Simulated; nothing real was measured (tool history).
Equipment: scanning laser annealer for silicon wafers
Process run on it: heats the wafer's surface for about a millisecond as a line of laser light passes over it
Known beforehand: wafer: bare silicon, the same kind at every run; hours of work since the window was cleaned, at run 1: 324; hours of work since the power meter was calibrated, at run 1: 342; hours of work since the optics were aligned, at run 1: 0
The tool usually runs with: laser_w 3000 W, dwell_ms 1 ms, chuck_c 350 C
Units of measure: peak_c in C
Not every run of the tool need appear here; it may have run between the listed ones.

run	hour	laser_w	dwell_ms	chuck_c	hours of work since the window was cleaned	hours of work since the power meter was calibrated	hours of work since the optics were aligned	peak_c
1	0	3000	1	350	324	342	0	1155
2	17	3000	1	350	335	353	11	1157
3	30.3	3120	1	350	344	361	19	1192
4	56.1	3000	1	350	360	378	36	1157
5	69.9	3000	1	350	369	387	45	1155
6	93.3	3000	1.18	350	384	402	60	1218
7	111.2	3000	1.18	350	395	413	71	1210
8	138	3000	1.18	350	413	431	88	1219
9	152.4	3000	1.18	350	422	440	98	1213
10	171.8	3000	1.18	350	434	452	110	1212
11	189.6	3000	1	349	446	464	122	1147
12	204.7	3000	1	350	455	473	131	1144
13	224	3000	1	350	468	486	144	1145
14	240.2	3000	1	350	478	496	154	1144
15	256	3000	1	363	488	506	164	1156
16	268.2	3000	1	321	496	514	172	1114
17	284.5	3000	1	321	507	525	182	1111
18	302	3000	1	321	518	536	194	1114
19	320.5	3000	1	321	530	548	205	1110
# hour 326.6: window over the wafer cleaned
20	347	3000	0.84	350	13	563	221	1119
21	368.3	3000	0.84	350	27	577	235	1113
22	395.2	3000	0.84	350	44	594	252	1115
23	412.5	3000	0.84	350	55	605	263	1111
24	428.3	2628	0.8	368	65	615	273	1013
25	453.2	2628	0.8	368	81	631	289	1016
26	475.7	2953	1	322	96	646	304	1139
27	492.7	3291	0.8	358	106	657	315	1181
28	511.4	3000	0.97	364	118	669	327	1179
29	529.2	2657	1.05	364	130	680	338	1105
30	541.9	3000	1	361	138	688	346	1187
31	557.6	3000	1	361	148	698	356	1188
32	578.6	2929	1	381	162	712	370	1185
33	600.3	2819	1	373	175	726	384	1141
34	622.8	2947	0.84	384	190	740	398	1126
35	645.8	2624	1.2	384	205	755	413	1161
36	657.7	3120	1.17	327	212	762	420	1246
37	670.7	2837	1	343	221	771	429	1111
38	686.7	2837	1	310	231	781	439	1079
39	715.1	3064	0.99	316	249	799	457	1146
40	738.8	3064	0.99	316	264	814	472	1139
41	758.2	3000	1.14	350	277	827	485	1215

Forecast each of these 4 alternatives for the next run:
A	777.2	2700	1.14	386	289	839	497	?
B	777.2	2695	0.73	350	289	839	497	?
C	777.2	3064	0.88	350	289	839	497	?
D	777.2	3000	1.11	350	289	839	497	?

run	peak_c
A	1155
B	971
C	1131
D	1204
With the hidden condition removed and each run's random variation left untouched, the same runs would have given:
run	peak_c
A	1179
B	990
C	1155
D	1230
